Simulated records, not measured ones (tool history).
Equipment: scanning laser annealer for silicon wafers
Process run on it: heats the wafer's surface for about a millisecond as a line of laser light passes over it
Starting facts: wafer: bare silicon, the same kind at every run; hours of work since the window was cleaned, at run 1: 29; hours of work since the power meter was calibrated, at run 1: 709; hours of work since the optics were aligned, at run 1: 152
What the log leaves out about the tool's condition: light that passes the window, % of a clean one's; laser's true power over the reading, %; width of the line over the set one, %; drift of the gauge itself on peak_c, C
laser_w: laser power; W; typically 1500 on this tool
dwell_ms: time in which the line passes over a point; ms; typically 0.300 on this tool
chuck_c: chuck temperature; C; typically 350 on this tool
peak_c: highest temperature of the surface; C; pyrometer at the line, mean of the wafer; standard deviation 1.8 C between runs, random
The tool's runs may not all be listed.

| run | day | laser_w | dwell_ms | chuck_c | hours of work since the window was cleaned | hours of work since the power meter was calibrated | hours of work since the optics were aligned | peak_c |
|---|---|---|---|---|---|---|---|---|
| 1 | 0.000 | 1500 | 0.300 | 350 | 29 | 709 | 152 | 1057 |
| 2 | 1.254 | 1500 | 0.300 | 350 | 45 | 725 | 168 | 1059 |
| 3 | 2.738 | 1500 | 0.300 | 350 | 64 | 745 | 188 | 1059 |
| 4 | 3.804 | 1500 | 0.300 | 350 | 78 | 758 | 201 | 1059 |
| 5 | 4.717 | 1500 | 0.300 | 350 | 90 | 770 | 213 | 1054 |
| 6 | 5.750 | 1500 | 0.300 | 350 | 103 | 783 | 226 | 1054 |
| 7 | 7.225 | 1452 | 0.300 | 350 | 122 | 802 | 245 | 1035 |
| 8 | 8.700 | 1452 | 0.300 | 350 | 141 | 822 | 265 | 1034 |
| 9 | 10.479 | 1452 | 0.300 | 350 | 164 | 844 | 287 | 1032 |
| 10 | 11.312 | 1283 | 0.301 | 382 | 175 | 855 | 298 | 991 |
| 11 | 13.275 | 1500 | 0.213 | 373 | 200 | 881 | 324 | 964 |
| 12 | 14.442 | 1322 | 0.305 | 373 | 215 | 896 | 339 | 1001 |
| 13 | 15.358 | 1330 | 0.302 | 310 | 227 | 907 | 350 | 936 |
| 14 | 16.888 | 1330 | 0.343 | 310 | 247 | 927 | 370 | 978 |
| 15 | 17.712 | 1337 | 0.295 | 328 | 257 | 938 | 381 | 948 |
| 16 | 18.804 | 1599 | 0.295 | 331 | 271 | 952 | 395 | 1066 |
| 17 | 19.988 | 1640 | 0.238 | 317 | 287 | 967 | 410 | 987 |
| 18 | 21.088 | 1305 | 0.249 | 321 | 301 | 981 | 424 | 875 |

Consider 5 possible next runs. They are alternatives, not a sequence: every one starts from the tool as it was left by run 18. What does each give?
| A | 22.083 | 1500 | 0.300 | 317 | 314 | 994 | 437 | ? |
| B | 22.083 | 1515 | 0.300 | 350 | 314 | 994 | 437 | ? |
| C | 22.083 | 1603 | 0.364 | 321 | 314 | 994 | 437 | ? |
| D | 22.083 | 1277 | 0.276 | 383 | 314 | 994 | 437 | ? |
| E | 22.083 | 1444 | 0.315 | 314 | 314 | 994 | 437 | ? |

| run | peak_c |
|---|---|
| A | 1011 |
| B | 1051 |
| C | 1133 |
| D | 959 |
| E | 997 |
Stripped of hidden state, with their random variation kept, the same runs would have yielded:
| run | peak_c |
|---|---|
| A | 1028 |
| B | 1068 |
| C | 1153 |
| D | 974 |
| E | 1014 |
